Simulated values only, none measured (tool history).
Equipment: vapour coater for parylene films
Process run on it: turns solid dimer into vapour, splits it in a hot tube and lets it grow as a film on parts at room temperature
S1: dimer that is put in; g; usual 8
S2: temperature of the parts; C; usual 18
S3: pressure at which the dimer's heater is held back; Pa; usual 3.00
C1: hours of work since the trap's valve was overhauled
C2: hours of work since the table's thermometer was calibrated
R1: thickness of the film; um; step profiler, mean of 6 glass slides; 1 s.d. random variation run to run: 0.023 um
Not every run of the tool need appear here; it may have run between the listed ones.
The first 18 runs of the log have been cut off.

{"run": 19, "hour": 999.5, "S1": 8, "S2": 16, "S3": 3.0, "C1": 122, "C2": 850, "R1": 2.77}
{"run": 20, "hour": 1073.0, "S1": 8, "S2": 18, "S3": 3.0, "C1": 180, "C2": 908, "R1": 2.49}
{"run": 21, "hour": 1108.1, "S1": 8, "S2": 18, "S3": 3.0, "C1": 208, "C2": 936, "R1": 2.45}
{"run": 22, "hour": 1165.7, "S1": 8, "S2": 18, "S3": 3.0, "C1": 253, "C2": 981, "R1": 2.39}
{"hour": 1177.7, "done": "trap's valve overhauled"}
{"run": 23, "hour": 1211.4, "S1": 13, "S2": 23, "S3": 4.68, "C1": 27, "C2": 1014, "R1": 3.38}
{"run": 24, "hour": 1280.3, "S1": 10, "S2": 17, "S3": 5.16, "C1": 81, "C2": 1069, "R1": 3.28}
{"run": 25, "hour": 1328.9, "S1": 14, "S2": 11, "S3": 2.88, "C1": 119, "C2": 1107, "R1": 5.89}
{"run": 26, "hour": 1376.4, "S1": 4, "S2": 14, "S3": 5.13, "C1": 157, "C2": 1145, "R1": 1.45}
{"run": 27, "hour": 1438.7, "S1": 8, "S2": 11, "S3": 6.12, "C1": 206, "C2": 1194, "R1": 3.19}
{"run": 28, "hour": 1489.9, "S1": 6, "S2": 17, "S3": 3.88, "C1": 246, "C2": 1234, "R1": 1.89}
{"hour": 1513.0, "done": "trap's valve overhauled"}
{"run": 29, "hour": 1552.9, "S1": 3, "S2": 28, "S3": 3.0, "C1": 31, "C2": 1281, "R1": 0.7}
{"run": 30, "hour": 1624.0, "S1": 6, "S2": 29, "S3": 3.0, "C1": 88, "C2": 1337, "R1": 1.26}
{"run": 31, "hour": 1684.0, "S1": 7, "S2": 29, "S3": 3.92, "C1": 135, "C2": 1384, "R1": 1.41}
{"run": 32, "hour": 1728.8, "S1": 8, "S2": 14, "S3": 2.27, "C1": 170, "C2": 1420, "R1": 3.07}
{"run": 33, "hour": 1801.1, "S1": 8, "S2": 14, "S3": 2.27, "C1": 227, "C2": 1477, "R1": 2.94}
{"hour": 1848.8, "done": "trap's valve overhauled"}
{"hour": 1868.2, "done": "table's thermometer calibrated"}
{"run": 34, "hour": 1868.2, "S1": 6, "S2": 20, "S3": 3.0, "C1": 15, "C2": 0, "R1": 1.81}
{"run": 35, "hour": 1946.6, "S1": 5, "S2": 18, "S3": 3.0, "C1": 76, "C2": 62, "R1": 1.6}
{"run": 36, "hour": 2004.1, "S1": 6, "S2": 28, "S3": 6.03, "C1": 122, "C2": 107, "R1": 1.18}
{"run": 37, "hour": 2070.1, "S1": 8, "S2": 24, "S3": 2.54, "C1": 174, "C2": 159, "R1": 1.91}
{"run": 38, "hour": 2130.4, "S1": 8, "S2": 24, "S3": 5.34, "C1": 222, "C2": 207, "R1": 1.83}
{"hour": 2183.3, "done": "trap's valve overhauled"}
{"run": 39, "hour": 2201.9, "S1": 8, "S2": 20, "S3": 4.67, "C1": 15, "C2": 260, "R1": 2.34}

The next listed run, before its measurement:
{"run": 40, "hour": 2234.9, "S1": 8, "S2": 20, "S3": 4.67, "C1": 41, "C2": 286, "R1": "?"}

R1: 2.33 um
If the tool had no hidden condition, the same run with the same run-to-run variation would have returned R1 2.37 um.
